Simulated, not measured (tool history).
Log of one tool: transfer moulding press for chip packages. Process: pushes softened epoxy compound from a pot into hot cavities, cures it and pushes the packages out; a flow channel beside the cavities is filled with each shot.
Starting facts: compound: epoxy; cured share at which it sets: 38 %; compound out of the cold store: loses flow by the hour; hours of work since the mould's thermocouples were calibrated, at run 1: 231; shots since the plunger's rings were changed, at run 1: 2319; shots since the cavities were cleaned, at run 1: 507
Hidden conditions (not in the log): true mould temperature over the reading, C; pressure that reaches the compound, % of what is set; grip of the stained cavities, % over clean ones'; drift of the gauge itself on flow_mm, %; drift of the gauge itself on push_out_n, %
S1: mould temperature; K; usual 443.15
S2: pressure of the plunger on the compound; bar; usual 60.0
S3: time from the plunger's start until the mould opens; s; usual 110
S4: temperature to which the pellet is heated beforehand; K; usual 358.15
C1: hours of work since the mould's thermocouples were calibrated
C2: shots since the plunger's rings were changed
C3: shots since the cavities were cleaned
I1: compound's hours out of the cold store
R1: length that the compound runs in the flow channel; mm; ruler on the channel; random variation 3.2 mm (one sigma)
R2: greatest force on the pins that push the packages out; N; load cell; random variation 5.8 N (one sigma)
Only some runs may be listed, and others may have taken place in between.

run 1 day=0.000 | S1=443.15 S2=60.0 S3=110 S4=358.15 | C1=231 C2=2319 C3=507 | I1=47.4 | R1=690 R2=356
-- day=0.175 cavities cleaned with cleaning compound and waxed
run 2 day=0.796 | S1=440.15 S2=60.0 S3=110 S4=358.15 | C1=239 C2=2440 C3=102 | I1=44.3 | R1=706 R2=280
run 3 day=1.708 | S1=443.15 S2=60.0 S3=110 S4=358.15 | C1=247 C2=2588 C3=250 | I1=24.9 | R1=733 R2=306
run 4 day=2.162 | S1=443.15 S2=60.0 S3=110 S4=358.15 | C1=252 C2=2663 C3=325 | I1=12.6 | R1=759 R2=334
run 5 day=2.871 | S1=445.15 S2=60.0 S3=110 S4=358.15 | C1=259 C2=2778 C3=440 | I1=46.4 | R1=676 R2=309
-- day=3.000 mould's thermocouples calibrated
-- day=3.533 cavities cleaned with cleaning compound and waxed
run 6 day=3.688 | S1=443.15 S2=60.0 S3=110 S4=358.15 | C1=6 C2=2888 C3=25 | I1=13.0 | R1=756 R2=229
run 7 day=4.462 | S1=443.15 S2=60.0 S3=110 S4=358.15 | C1=14 C2=3015 C3=152 | I1=12.2 | R1=759 R2=284
-- day=4.912 mould's thermocouples calibrated, once more
run 8 day=5.279 | S1=438.15 S2=60.0 S3=130 S4=358.15 | C1=4 C2=3134 C3=271 | I1=43.0 | R1=707 R2=321
run 9 day=6.154 | S1=446.15 S2=60.0 S3=91 S4=358.15 | C1=12 C2=3277 C3=414 | I1=34.9 | R1=698 R2=386
-- day=6.942 cavities cleaned with cleaning compound and waxed
run 10 day=7.112 | S1=441.15 S2=61.5 S3=114 S4=361.15 | C1=21 C2=3424 C3=29 | I1=24.8 | R1=745 R2=238
run 11 day=7.758 | S1=449.15 S2=60.0 S3=139 S4=352.15 | C1=27 C2=3529 C3=134 | I1=24.3 | R1=702 R2=217
run 12 day=8.558 | S1=446.15 S2=47.8 S3=111 S4=364.15 | C1=35 C2=3660 C3=265 | I1=15.1 | R1=653 R2=293

For run 13, what comes out?
run 13 day=9.071 | S1=446.15 S2=47.8 S3=111 S4=364.15 | C1=40 C2=3743 C3=348 | I1=42.0 | R1=? R2=?

Run 13 measured R1 597 mm, R2 304 N.
If the tool had no hidden condition, the same run with the same run-to-run variation would have returned R1 640 mm, R2 196 N.
